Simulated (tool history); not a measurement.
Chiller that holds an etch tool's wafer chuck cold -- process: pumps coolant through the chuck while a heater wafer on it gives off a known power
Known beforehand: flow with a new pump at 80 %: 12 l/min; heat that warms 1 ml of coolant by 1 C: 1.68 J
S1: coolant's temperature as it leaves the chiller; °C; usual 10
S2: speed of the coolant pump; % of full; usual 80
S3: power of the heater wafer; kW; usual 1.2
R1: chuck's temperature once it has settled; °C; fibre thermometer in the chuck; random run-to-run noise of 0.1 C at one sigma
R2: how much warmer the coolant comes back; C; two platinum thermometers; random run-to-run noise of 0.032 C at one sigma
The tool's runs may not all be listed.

Run 1, day 0: usual settings. Result: R1 20.3 °C, R2 3.77 C.
Run 2, day 2.433: usual settings but S3 1.011 kW. Result: R1 18.7 °C, R2 3.09 C.
Run 3, day 4.817: usual settings but S3 0.791 kW. Result: R1 16.9 °C, R2 2.41 C.
Run 4, day 7.008: usual settings but S3 0.791 kW. Result: R1 17 °C, R2 2.52 C.
Run 5, day 9.146: usual settings but S1 14 °C. Result: R1 24.5 °C, R2 3.78 C.
Run 6, day 11.346: usual settings but S1 14 °C. Result: R1 24.4 °C, R2 3.68 C.
Run 7, day 12.8: usual settings but S1 14 °C. Result: R1 24.5 °C, R2 3.69 C.
Run 8, day 15.462: usual settings but S1 14 °C. Result: R1 24.5 °C, R2 3.71 C.
Run 9, day 17.896: usual settings but S1 14 °C. Result: R1 24.6 °C, R2 3.73 C.
Run 10, day 20.258: usual settings. Result: R1 20.8 °C, R2 3.71 C.
Run 11, day 21.688: usual settings. Result: R1 20.8 °C, R2 3.71 C.
Run 12, day 23.462: usual settings but S2 87 % of full. Result: R1 20.1 °C, R2 3.43 C.
Run 13, day 25.883: usual settings but S2 87 % of full. Result: R1 20 °C, R2 3.53 C.
Run 14, day 28.442: usual settings. Result: R1 20.7 °C, R2 3.74 C.
Run 15, day 31.212: usual settings. Result: R1 20.8 °C, R2 3.72 C.
At day 31.867: chiller's thermometer calibrated.
Run 16, day 33.904: usual settings. Result: R1 20.5 °C, R2 3.79 C.
Run 17, day 35.654: usual settings but S1 19 °C, S2 92 % of full, S3 0.867 kW. Result: R1 25.9 °C, R2 2.45 C.
Run 18, day 38.096: usual settings but S3 0.861 kW. Result: R1 17.6 °C, R2 2.72 C.
Run 19, day 40.771: usual settings but S1 11 °C, S2 93 % of full, S3 0.607 kW. Result: R1 15.9 °C, R2 1.67 C.
Run 20, day 42.512: usual settings but S1 11 °C, S2 93 % of full, S3 0.607 kW. Result: R1 15.7 °C, R2 1.68 C.
Run 21, day 44.071: usual settings but S2 93 % of full, S3 0.607 kW. Result: R1 15 °C, R2 1.64 C.
Run 22, day 45.712: usual settings but S1 18 °C, S2 97 % of full, S3 0.888 kW. Result: R1 24.9 °C, R2 2.42 C.
Run 23, day 48.721: usual settings but S2 87 % of full, S3 0.972 kW. Result: R1 18.3 °C, R2 2.85 C.
Run 24, day 50.829: usual settings but S1 7 °C, S2 73 % of full, S3 1.298 kW. Result: R1 19.7 °C, R2 4.56 C.
Run 25, day 52.317: usual settings but S1 15 °C, S2 73 % of full, S3 0.613 kW. Result: R1 21.1 °C, R2 2.19 C.
Run 26, day 54.067: usual settings but S1 15 °C, S2 73 % of full, S3 0.613 kW. Result: R1 21 °C, R2 2.15 C.
Run 27, day 56.317: usual settings but S1 15 °C, S2 85 % of full, S3 1.347 kW. Result: R1 26.7 °C, R2 4.05 C.
Run 28, day 58.35: usual settings but S1 7 °C, S2 61 % of full, S3 1.476 kW. Result: R1 23.6 °C, R2 6.21 C.
Run 29, day 59.558: usual settings but S1 15 °C. Result: R1 26.2 °C, R2 3.82 C.
Run 30, day 61.896: usual settings but S1 9 °C, S2 87 % of full, S3 0.662 kW. Result: R1 14.7 °C, R2 1.96 C.
Run 31, day 64.529: usual settings but S2 77 % of full. Result: R1 21.3 °C, R2 3.98 C.

Measured minus without-hidden-state, run by run (identical run-to-run variation in each term; gauge scatter may differ):
What the log doesn't record here: heat passed by the chuck's channels, % of clean ones'; flow at a given pump speed, % of a new pump's; coolant's true temperature over the reading, C; drift of the gauge itself on chuck_c, C; drift of the gauge itself on warmer_back_c, C.
run    R1     R2
  1  +1.3  +0.13
  2  +1.3  +0.12
  3    +1   +0.1
  4  +1.1  +0.09
  5  +1.5  +0.16
  6  +1.5  +0.16
  7  +1.6  +0.17
  8  +1.6  +0.17
  9  +1.7  +0.18
 10  +1.7  +0.19
 11  +1.8  +0.19
 12  +1.7  +0.17
 13  +1.7  +0.18
 14  +1.9   +0.2
 15    +2  +0.21
 16  +1.5  +0.22
 17    +1  +0.14
 18  +1.2  +0.17
 19  +0.8   +0.1
 20  +0.8  +0.11
 21  +0.8  +0.11
 22  +1.2  +0.15
 23  +1.4  +0.19
 24  +2.2  +0.31
 25  +1.1  +0.15
 26  +1.1  +0.15
 27  +2.2   +0.3
 28    +3  +0.46
 29  +2.1  +0.29
 30  +1.2  +0.16
 31  +2.3  +0.31
